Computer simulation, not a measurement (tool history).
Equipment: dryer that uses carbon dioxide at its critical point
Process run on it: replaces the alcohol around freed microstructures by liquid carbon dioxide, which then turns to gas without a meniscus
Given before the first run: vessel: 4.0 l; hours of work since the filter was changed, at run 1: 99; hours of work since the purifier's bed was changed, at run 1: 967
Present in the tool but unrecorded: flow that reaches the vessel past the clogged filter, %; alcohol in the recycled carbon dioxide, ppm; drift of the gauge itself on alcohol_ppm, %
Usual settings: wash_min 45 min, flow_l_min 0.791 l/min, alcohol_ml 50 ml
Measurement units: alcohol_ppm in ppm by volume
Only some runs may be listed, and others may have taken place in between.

| run | hour | wash_min | flow_l_min | alcohol_ml | hours of work since the filter was changed | hours of work since the purifier's bed was changed | alcohol_ppm |
|---|---|---|---|---|---|---|---|
| 1 | 0 | 45 | 0.791 | 50 | 99 | 967 | 152 |
| 2 | 40 | 45 | 0.791 | 45 | 120 | 988 | 146 |
| 3 | 72.9 | 45 | 0.791 | 45 | 138 | 1006 | 159 |
| 4 | 113.7 | 45 | 0.791 | 45 | 159 | 1027 | 162 |
| 5 | 159.9 | 45 | 0.791 | 25 | 184 | 1052 | 166 |
| 6 | 202 | 45 | 1.137 | 72 | 206 | 1074 | 158 |
| 7 | 244.9 | 39 | 0.838 | 45 | 229 | 1097 | 167 |
| 8 | 284.4 | 46 | 0.791 | 50 | 250 | 1118 | 171 |
| 9 | 308 | 46 | 0.791 | 50 | 262 | 1130 | 174 |
| 10 | 333 | 28 | 1.156 | 26 | 275 | 1143 | 179 |

Some steps in alcohol_ppm between neighbouring runs. How much of each would the tool show without its hidden state too (settings, what came in, random variation), and how much is left for the hidden state, with any gauge scatter that isn't in both results?
Run 2 -> 3: no setting touched and nothing written in the log between the runs. alcohol_ppm +13 ppm by volume: hidden state +10, all else +3.
